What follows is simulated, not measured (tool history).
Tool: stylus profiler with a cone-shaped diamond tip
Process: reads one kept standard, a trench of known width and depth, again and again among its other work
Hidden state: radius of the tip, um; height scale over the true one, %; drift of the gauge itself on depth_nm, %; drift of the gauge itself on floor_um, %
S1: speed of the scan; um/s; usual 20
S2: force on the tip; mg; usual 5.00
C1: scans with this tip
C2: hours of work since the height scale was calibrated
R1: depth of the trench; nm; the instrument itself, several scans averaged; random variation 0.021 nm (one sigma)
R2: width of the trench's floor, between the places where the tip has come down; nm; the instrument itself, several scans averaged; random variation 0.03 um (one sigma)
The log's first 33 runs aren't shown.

run   hour  S1     S2    C1   C2      R1     R2
 34  521.9  27   3.22  4577  116  204.07  96260
 35  531.4  27   3.22  4622  121  204.04  96190
 36  542.4  27   3.22  4675  127  204.07  96200
 37  563.6  27   3.22  4776  138  204.06  96170
 38  583.4   6   3.85  4871  149  204.58  96170
 39  600.5   7   4.09  4952  158  204.72  96250
 40  619.0  38  12.66  5040  167  210.04  96160
 41  629.3  38  12.66  5089  173  210.11  96110
 42  644.3  38  12.66  5161  181  210.06  96090
 43  662.9  17   5.30  5250  191  205.58  96150
 44  681.7  23   1.86  5339  201  202.81  96100
 45  701.0  23   1.86  5431  211  202.73  96070

5 ways to go on from here, each from the tool as it stands after run 45. What would each give?
  A  711.1  15  2.28  5479  216   ?   ?
  B  711.1  11  9.83  5479  216   ?   ?
  C  711.1  21  5.00  5479  216   ?   ?
  D  711.1  16  4.21  5479  216   ?   ?
  E  711.1  17  1.86  5479  216   ?   ?

run      R1     R2
  A  203.20  96120
  B  208.50  96140
  C  205.40  96090
  D  204.82  96060
  E  202.79  96120
Without the tool's hidden state the same runs would have given:
run      R1     R2
  A  203.22  97140
  B  208.52  97160
  C  205.42  97110
  D  204.84  97080
  E  202.81  97140

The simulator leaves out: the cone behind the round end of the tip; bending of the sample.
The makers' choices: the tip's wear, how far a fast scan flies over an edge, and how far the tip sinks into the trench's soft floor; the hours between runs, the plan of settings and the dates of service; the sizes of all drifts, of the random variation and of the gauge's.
